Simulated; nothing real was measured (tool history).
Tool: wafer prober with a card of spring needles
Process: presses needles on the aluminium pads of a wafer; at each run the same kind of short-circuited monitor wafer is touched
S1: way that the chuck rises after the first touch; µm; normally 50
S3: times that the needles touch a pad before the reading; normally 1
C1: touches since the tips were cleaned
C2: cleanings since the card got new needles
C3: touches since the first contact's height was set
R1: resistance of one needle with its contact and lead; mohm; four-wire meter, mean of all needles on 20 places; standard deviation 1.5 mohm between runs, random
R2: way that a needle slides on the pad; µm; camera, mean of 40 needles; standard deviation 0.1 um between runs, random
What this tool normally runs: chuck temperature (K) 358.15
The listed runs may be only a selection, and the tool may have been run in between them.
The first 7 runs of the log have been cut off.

{"hour": 146.9, "done": "tips cleaned on abrasive film"}
{"hour": 158.7, "done": "tips cleaned on abrasive film"}
{"hour": 170.5, "done": "tips cleaned on abrasive film"}
{"run": 8, "hour": 171.1, "S1": 50, "chuck temperature (K)": 358.15, "S3": 1, "C1": 255, "C2": 51, "C3": 99355, "R1": 202, "R2": 12.4}
{"hour": 184.4, "done": "tips cleaned on abrasive film"}
{"hour": 196.6, "done": "tips cleaned on abrasive film"}
{"run": 9, "hour": 198.0, "S1": 50, "chuck temperature (K)": 358.15, "S3": 1, "C1": 530, "C2": 53, "C3": 109374, "R1": 210, "R2": 12.41}
{"hour": 209.7, "done": "tips cleaned on abrasive film"}
{"hour": 221.8, "done": "tips cleaned on abrasive film"}
{"run": 10, "hour": 226.8, "S1": 50, "chuck temperature (K)": 358.15, "S3": 1, "C1": 1869, "C2": 55, "C3": 120111, "R1": 306, "R2": 12.38}
{"hour": 233.6, "done": "tips cleaned on abrasive film"}
{"hour": 247.2, "done": "tips cleaned on abrasive film"}
{"run": 11, "hour": 253.6, "S1": 50, "chuck temperature (K)": 358.15, "S3": 3, "C1": 2392, "C2": 57, "C3": 130089, "R1": 226, "R2": 12.27}
{"hour": 259.3, "done": "tips cleaned on abrasive film"}
{"hour": 271.5, "done": "tips cleaned on abrasive film"}
{"run": 12, "hour": 271.8, "S1": 50, "chuck temperature (K)": 358.15, "S3": 1, "C1": 89, "C2": 59, "C3": 136837, "R1": 181, "R2": 12.12}
{"hour": 284.4, "done": "tips cleaned on abrasive film"}
{"run": 13, "hour": 285.0, "S1": 50, "chuck temperature (K)": 358.15, "S3": 1, "C1": 246, "C2": 60, "C3": 141774, "R1": 194, "R2": 12.23}
{"hour": 296.4, "done": "tips cleaned on abrasive film"}
{"hour": 308.3, "done": "tips cleaned on abrasive film"}
{"run": 14, "hour": 310.2, "S1": 50, "chuck temperature (K)": 358.15, "S3": 1, "C1": 735, "C2": 62, "C3": 151159, "R1": 228, "R2": 12.08}
{"hour": 320.1, "done": "tips cleaned on abrasive film"}
{"hour": 322.5, "done": "height of the first contact set anew"}
{"hour": 333.3, "done": "tips cleaned on abrasive film"}
{"run": 15, "hour": 336.5, "S1": 50, "chuck temperature (K)": 358.15, "S3": 1, "C1": 1225, "C2": 64, "C3": 5214, "R1": 262, "R2": 12.83}
{"hour": 346.4, "done": "tips cleaned on abrasive film"}
{"hour": 358.4, "done": "tips cleaned on abrasive film"}
{"run": 16, "hour": 365.5, "S1": 50, "chuck temperature (K)": 358.15, "S3": 1, "C1": 2664, "C2": 66, "C3": 16028, "R1": 345, "R2": 12.7}
{"hour": 370.7, "done": "tips cleaned on abrasive film"}
{"hour": 382.6, "done": "tips cleaned on abrasive film"}
{"hour": 394.3, "done": "tips cleaned on abrasive film"}
{"run": 17, "hour": 396.3, "S1": 50, "chuck temperature (K)": 310.15, "S3": 2, "C1": 733, "C2": 69, "C3": 27461, "R1": 194, "R2": 12.7}
{"hour": 406.1, "done": "tips cleaned on abrasive film"}
{"run": 18, "hour": 412.0, "S1": 50, "chuck temperature (K)": 318.15, "S3": 3, "C1": 2202, "C2": 70, "C3": 33308, "R1": 217, "R2": 12.66}
{"hour": 417.7, "done": "tips cleaned on abrasive film"}
{"run": 19, "hour": 428.5, "S1": 50, "chuck temperature (K)": 324.15, "S3": 2, "C1": 4047, "C2": 71, "C3": 39482, "R1": 302, "R2": 12.62}
{"hour": 430.8, "done": "tips cleaned on abrasive film"}
{"hour": 443.9, "done": "tips cleaned on abrasive film"}
{"hour": 456.8, "done": "tips cleaned on abrasive film"}
{"run": 20, "hour": 457.5, "S1": 50, "chuck temperature (K)": 324.15, "S3": 2, "C1": 270, "C2": 74, "C3": 50245, "R1": 170, "R2": 12.46}
{"hour": 469.4, "done": "tips cleaned on abrasive film"}
{"run": 21, "hour": 477.7, "S1": 34, "chuck temperature (K)": 317.15, "S3": 1, "C1": 3124, "C2": 75, "C3": 57807, "R1": 649, "R2": 8.59}
{"hour": 482.3, "done": "tips cleaned on abrasive film"}
{"hour": 494.5, "done": "tips cleaned on abrasive film"}
{"run": 22, "hour": 495.7, "S1": 45, "chuck temperature (K)": 358.15, "S3": 1, "C1": 433, "C2": 77, "C3": 64462, "R1": 250, "R2": 11.32}
{"hour": 506.1, "done": "tips cleaned on abrasive film"}
{"hour": 518.6, "done": "tips cleaned on abrasive film"}
{"run": 23, "hour": 527.4, "S1": 37, "chuck temperature (K)": 334.15, "S3": 1, "C1": 3303, "C2": 79, "C3": 76318, "R1": 587, "R2": 9.02}
{"hour": 532.4, "done": "tips cleaned on abrasive film"}
{"hour": 544.2, "done": "tips cleaned on abrasive film"}
{"run": 24, "hour": 551.0, "S1": 61, "chuck temperature (K)": 358.15, "S3": 1, "C1": 2569, "C2": 81, "C3": 85102, "R1": 292, "R2": 15.15}
{"hour": 556.8, "done": "tips cleaned on abrasive film"}
{"hour": 568.9, "done": "tips cleaned on abrasive film"}
{"run": 25, "hour": 580.2, "S1": 46, "chuck temperature (K)": 340.15, "S3": 1, "C1": 4223, "C2": 83, "C3": 95973, "R1": 464, "R2": 11.31}
{"hour": 582.5, "done": "tips cleaned on abrasive film"}
{"hour": 596.2, "done": "tips cleaned on abrasive film"}
{"run": 26, "hour": 605.2, "S1": 35, "chuck temperature (K)": 316.15, "S3": 2, "C1": 3374, "C2": 85, "C3": 105277, "R1": 451, "R2": 8.53}
{"hour": 608.7, "done": "tips cleaned on abrasive film"}
{"hour": 620.2, "done": "tips cleaned on abrasive film"}
{"run": 27, "hour": 621.9, "S1": 35, "chuck temperature (K)": 316.15, "S3": 2, "C1": 628, "C2": 87, "C3": 111484, "R1": 254, "R2": 8.38}
{"hour": 632.0, "done": "tips cleaned on abrasive film"}
{"run": 28, "hour": 636.8, "S1": 35, "chuck temperature (K)": 316.15, "S3": 2, "C1": 1805, "C2": 88, "C3": 117030, "R1": 382, "R2": 8.33}
{"hour": 644.9, "done": "tips cleaned on abrasive film"}
{"hour": 657.0, "done": "tips cleaned on abrasive film"}
{"run": 29, "hour": 661.8, "S1": 63, "chuck temperature (K)": 319.15, "S3": 3, "C1": 1774, "C2": 90, "C3": 126337, "R1": 181, "R2": 15.46}
{"hour": 668.7, "done": "tips cleaned on abrasive film"}
{"hour": 682.1, "done": "tips cleaned on abrasive film"}
{"run": 30, "hour": 687.5, "S1": 38, "chuck temperature (K)": 361.15, "S3": 3, "C1": 2029, "C2": 92, "C3": 135913, "R1": 285, "R2": 9.18}

Each row is a separate what-if for the run after 30, all from the same tool condition, not one after another. Results?
{"hour": 694.9, "done": "tips cleaned on abrasive film"}
{"run": "A", "hour": 705.1, "S1": 38, "chuck temperature (K)": 361.15, "S3": 3, "C1": 3806, "C2": 93, "C3": 142472, "R1": "?", "R2": "?"}
{"hour": 694.9, "done": "tips cleaned on abrasive film"}
{"run": "B", "hour": 705.1, "S1": 54, "chuck temperature (K)": 361.15, "S3": 3, "C1": 3806, "C2": 93, "C3": 142472, "R1": "?", "R2": "?"}
{"hour": 694.9, "done": "tips cleaned on abrasive film"}
{"run": "C", "hour": 705.1, "S1": 41, "chuck temperature (K)": 358.15, "S3": 3, "C1": 3806, "C2": 93, "C3": 142472, "R1": "?", "R2": "?"}
{"hour": 694.9, "done": "tips cleaned on abrasive film"}
{"run": "D", "hour": 705.1, "S1": 50, "chuck temperature (K)": 358.15, "S3": 1, "C1": 3806, "C2": 93, "C3": 142472, "R1": "?", "R2": "?"}

run=A R1=331 R2=8.99
run=B R1=238 R2=13.03
run=C R1=301 R2=9.78
run=D R1=420 R2=12.08
With no hidden state in the tool, these same runs would have given:
run=A R1=155 R2=9.67
run=B R1=148 R2=13.71
run=C R1=151 R2=10.46
run=D R1=146 R2=12.76

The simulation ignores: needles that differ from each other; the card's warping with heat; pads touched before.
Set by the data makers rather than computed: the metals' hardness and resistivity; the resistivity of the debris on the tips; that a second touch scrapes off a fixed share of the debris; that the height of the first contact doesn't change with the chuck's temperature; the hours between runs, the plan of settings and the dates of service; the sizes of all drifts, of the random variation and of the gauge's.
